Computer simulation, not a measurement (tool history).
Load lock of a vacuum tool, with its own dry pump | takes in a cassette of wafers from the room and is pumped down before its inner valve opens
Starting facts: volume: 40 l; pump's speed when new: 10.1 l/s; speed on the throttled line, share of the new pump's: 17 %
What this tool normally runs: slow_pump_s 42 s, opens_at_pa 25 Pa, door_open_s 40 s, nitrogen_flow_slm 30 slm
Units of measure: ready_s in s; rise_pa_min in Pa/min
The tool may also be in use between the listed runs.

| run | hour | slow_pump_s | opens_at_pa | door_open_s | nitrogen_flow_slm | incoming humidity of the room's air, % | ready_s | rise_pa_min |
|---|---|---|---|---|---|---|---|---|
| 1 | 0.0 | 42 | 25 | 40 | 30 | 49.8 | 69.3 | 0.047 |
| 2 | 133.4 | 42 | 25 | 40 | 30 | 42.8 | 69.2 | 0.053 |
| 3 | 272.6 | 42 | 25 | 40 | 30 | 47.3 | 69.4 | 0.062 |
| 4 | 459.6 | 42 | 25 | 40 | 30 | 46.3 | 69.4 | 0.055 |
| 5 | 614.6 | 42 | 25 | 40 | 30 | 47.6 | 69.4 | 0.060 |
| 6 | 745.3 | 42 | 25 | 40 | 30 | 46.0 | 69.5 | 0.060 |
| 7 | 971.4 | 42 | 25 | 40 | 30 | 44.6 | 69.5 | 0.069 |
| 8 | 1142.1 | 42 | 25 | 40 | 30 | 46.7 | 69.8 | 0.065 |
| 9 | 1267.2 | 42 | 25 | 40 | 30 | 43.5 | 69.6 | 0.068 |
| 10 | 1438.3 | 42 | 25 | 40 | 30 | 44.0 | 69.5 | 0.074 |
| 11 | 1699.5 | 42 | 25 | 40 | 30 | 44.5 | 69.7 | 0.069 |
| 12 | 1942.0 | 42 | 25 | 40 | 30 | 44.3 | 69.8 | 0.074 |
| 13 | 2093.7 | 42 | 48 | 40 | 30 | 43.3 | 67.3 | 0.076 |
| 14 | 2274.9 | 42 | 25 | 94 | 30 | 43.2 | 70.0 | 0.096 |
| 15 | 2532.1 | 51 | 25 | 233 | 30 | 48.2 | 77.3 | 0.138 |
| 16 | 2675.3 | 51 | 25 | 233 | 30 | 45.2 | 77.2 | 0.130 |
| 17 | 2930.9 | 38 | 43 | 233 | 31 | 45.6 | 64.3 | 0.138 |
| 18 | 3127.0 | 82 | 25 | 116 | 30 | 45.9 | 102.6 | 0.114 |
| 19 | 3249.2 | 82 | 25 | 116 | 30 | 45.9 | 103.0 | 0.118 |
| 20 | 3484.5 | 82 | 25 | 116 | 30 | 43.7 | 103.2 | 0.127 |
| 21 | 3615.0 | 22 | 46 | 65 | 30 | 46.4 | 51.1 | 0.104 |
| 22 | 3835.8 | 22 | 25 | 67 | 30 | 43.5 | 53.9 | 0.111 |
| 23 | 4056.3 | 34 | 21 | 53 | 30 | 45.2 | 64.6 | 0.117 |
| 24 | 4294.6 | 34 | 21 | 53 | 30 | 46.0 | 64.6 | 0.118 |
| 25 | 4531.6 | 34 | 38 | 49 | 30 | 39.4 | 61.8 | 0.115 |
| 26 | 4740.9 | 34 | 38 | 49 | 30 | 45.4 | 61.7 | 0.119 |
| 27 | 4929.2 | 42 | 21 | 172 | 9 | 44.2 | 71.3 | 0.209 |

Some steps in ready_s, run to run, broken into two amounts with sign: the step expected even without the hidden condition (settings, incoming material, random variation), and the rest, left for the hidden condition together with whatever gauge scatter is not in both the measured and the hidden-condition-free result:
Hidden state present: pump's speed, % of a new pump's; leak at the door's seal, Pa l/s; drift of the gauge itself on ready_s, %; drift of the gauge itself on rise_pa_min, %.
Run 17 -> 18: slow_pump_s 38 -> 82, opens_at_pa 43 -> 25, door_open_s 233 -> 116, nitrogen_flow_slm 31 -> 30. ready_s +38.3 s: hidden state -0.4, all else +38.7.
Run 20 -> 21: slow_pump_s 82 -> 22, opens_at_pa 25 -> 46, door_open_s 116 -> 65. ready_s -52.1 s: hidden state +0.7, all else -52.8.

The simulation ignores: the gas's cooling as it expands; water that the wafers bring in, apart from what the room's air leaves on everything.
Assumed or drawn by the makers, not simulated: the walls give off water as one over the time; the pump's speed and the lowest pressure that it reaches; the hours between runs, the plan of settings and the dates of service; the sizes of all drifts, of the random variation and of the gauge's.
